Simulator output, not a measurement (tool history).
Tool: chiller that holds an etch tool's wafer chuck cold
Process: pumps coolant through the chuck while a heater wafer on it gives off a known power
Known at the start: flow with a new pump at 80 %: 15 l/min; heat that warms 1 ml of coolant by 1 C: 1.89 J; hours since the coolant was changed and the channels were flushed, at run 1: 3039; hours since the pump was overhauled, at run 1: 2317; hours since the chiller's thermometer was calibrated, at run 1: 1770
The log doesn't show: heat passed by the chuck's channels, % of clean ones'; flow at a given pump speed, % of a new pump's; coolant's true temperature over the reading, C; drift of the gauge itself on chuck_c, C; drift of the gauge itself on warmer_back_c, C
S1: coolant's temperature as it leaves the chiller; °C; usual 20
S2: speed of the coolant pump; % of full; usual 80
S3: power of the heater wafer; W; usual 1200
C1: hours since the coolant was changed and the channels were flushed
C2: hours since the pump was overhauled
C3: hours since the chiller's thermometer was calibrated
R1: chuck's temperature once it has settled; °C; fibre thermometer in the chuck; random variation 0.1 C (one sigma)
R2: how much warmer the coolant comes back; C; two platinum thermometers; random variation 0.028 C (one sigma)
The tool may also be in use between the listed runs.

run,hour,S1,S2,S3,C1,C2,C3,R1,R2
1,0.0,20,80,1200,3039,2317,1770,28.0,2.71
2,29.0,20,80,1289,3068,2346,1799,28.7,2.85
3,71.5,20,80,795,3110,2389,1842,25.1,1.78
4,98.4,20,80,1200,3137,2416,1868,28.2,2.72
5,134.7,20,80,1200,3174,2452,1905,28.0,2.67
6,153.7,20,80,780,3193,2471,1924,25.0,1.70
7,175.9,20,80,780,3215,2493,1946,25.0,1.70
# hour 180.3: chiller's thermometer calibrated
8,202.1,10,94,1050,3240,2519,22,15.7,2.01
9,242.4,14,98,1363,3280,2559,62,21.7,2.49
10,270.1,14,94,1255,3308,2587,90,21.1,2.41
11,297.4,16,84,1193,3335,2614,117,23.1,2.55
12,317.1,12,68,1193,3355,2634,137,20.7,3.15
13,347.1,19,71,655,3385,2664,167,23.2,1.61
14,385.1,13,80,625,3423,2702,205,16.6,1.40

Hidden state at the last listed run before each entry between runs and at the first one after, where it differs:
Between runs 7 and 8: chiller's thermometer calibrated (hour 180.3)
  heat passed by the chuck's channels, % of clean ones': 91.4 -> 91.3; coolant's true temperature over the reading, C: -0.55 -> -0.9
  measured less the result without the state, R1: +0.0 -> -0.2 °C; R2: +0.09 -> +0.11 C
